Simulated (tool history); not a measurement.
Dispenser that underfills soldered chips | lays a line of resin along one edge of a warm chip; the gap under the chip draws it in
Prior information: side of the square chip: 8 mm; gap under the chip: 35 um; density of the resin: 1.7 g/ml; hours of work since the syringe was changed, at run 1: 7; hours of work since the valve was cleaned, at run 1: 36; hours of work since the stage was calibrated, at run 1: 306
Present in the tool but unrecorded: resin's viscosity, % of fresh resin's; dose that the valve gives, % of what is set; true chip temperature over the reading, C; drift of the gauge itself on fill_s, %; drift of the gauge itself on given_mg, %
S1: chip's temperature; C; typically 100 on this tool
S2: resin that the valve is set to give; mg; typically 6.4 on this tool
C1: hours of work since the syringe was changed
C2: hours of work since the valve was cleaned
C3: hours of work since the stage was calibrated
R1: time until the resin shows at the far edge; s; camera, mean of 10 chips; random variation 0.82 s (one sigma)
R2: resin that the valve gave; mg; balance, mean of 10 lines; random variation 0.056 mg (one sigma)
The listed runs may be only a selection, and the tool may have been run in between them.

run	hour	S1	S2	C1	C2	C3	R1	R2
1	0	100	6.4	7	36	306	129.3	6.26
# hour 2.8: new syringe of resin
2	6.8	100	6.4	3	40	310	90.5	6.24
# hour 15.4: new syringe of resin
3	19.4	100	6.4	3	48	318	91.4	6.19
4	27.2	100	6.4	8	53	323	138.2	6.06
# hour 28.2: new syringe of resin
# hour 40.8: new syringe of resin
5	40.8	100	6.4	0	62	332	75.7	6.1
6	52.7	100	6.4	8	69	339	143.8	6.04
# hour 53.6: new syringe of resin
7	63.1	100	6.4	6	76	346	120.5	6
# hour 66.8: new syringe of resin
8	72.8	100	8.15	4	82	352	101.1	7.63
# hour 80.4: new syringe of resin
9	80.5	100	8.15	0	87	357	73.3	7.67
10	91.4	100	6.97	7	94	364	132.6	6.48
# hour 93.1: new syringe of resin
11	102.3	100	6.4	6	101	371	119.8	5.94
# hour 106: new syringe of resin
12	116.7	100	6.4	7	110	380	133	5.71
# hour 118.8: new syringe of resin
13	130.5	100	6.4	8	119	388	139	5.82
# hour 131.5: new syringe of resin
# hour 137.4: dispensing valve cleaned and set on the balance
14	142.2	100	6.4	6	3	395	124.1	6.29
# hour 145.5: new syringe of resin
15	156.6	100	8.19	7	12	404	133	8.11
# hour 158.8: new syringe of resin
16	169.7	92	5.41	7	20	412	166	5.22
# hour 171.3: new syringe of resin
17	178	113	7.05	4	26	418	77.7	6.83
# hour 184: new syringe of resin
18	192.7	94	7.57	6	35	427	138.9	7.38
# hour 196.4: new syringe of resin
19	199.3	94	7.57	2	39	431	99.4	7.33
20	205.7	94	7.57	6	43	435	139.2	7.3
# hour 209.2: new syringe of resin
21	215.7	94	7.57	4	49	441	118.8	7.21
# hour 222.1: new syringe of resin
22	226.2	106	7.12	3	56	448	78.9	6.88
# hour 235.4: new syringe of resin
23	240.6	91	8.09	3	65	457	118.2	7.62
# hour 248.3: new syringe of resin
24	251.2	88	5.81	2	72	464	118.8	5.5
# hour 261.4: new syringe of resin
25	265.9	88	5.81	3	81	473	129	5.38
26	272.7	87	7.59	7	86	478	192.1	7.04
# hour 274.8: new syringe of resin
27	281.2	88	6	4	91	483	143.6	5.57
# hour 287.5: new syringe of resin
28	296.3	97	5.42	6	100	492	131.7	4.99
# hour 300.6: new syringe of resin
29	310.8	108	8.07	7	110	502	102	7.3

Consider 5 possible next runs. They are alternatives, not a sequence: every one starts from the tool as it was left by run 29. What does each give?
# hour 314.2: new syringe of resin
A	319.9	109	7.26	4	115	507	?	?
# hour 314.2: new syringe of resin
B	319.9	91	7.84	4	115	507	?	?
# hour 314.2: new syringe of resin
C	319.9	102	5.9	4	115	507	?	?
# hour 314.2: new syringe of resin
D	319.9	93	5.93	4	115	507	?	?
# hour 314.2: new syringe of resin
E	319.9	86	7.1	4	115	507	?	?

run	R1	R2
A	80	6.52
B	122	7.06
C	95.9	5.27
D	123.1	5.4
E	144.3	6.45
Had the tool no hidden state, the same runs would have come out as:
run	R1	R2
A	61.6	7.25
B	94.9	7.84
C	73.1	5.86
D	94.2	6
E	112	7.16

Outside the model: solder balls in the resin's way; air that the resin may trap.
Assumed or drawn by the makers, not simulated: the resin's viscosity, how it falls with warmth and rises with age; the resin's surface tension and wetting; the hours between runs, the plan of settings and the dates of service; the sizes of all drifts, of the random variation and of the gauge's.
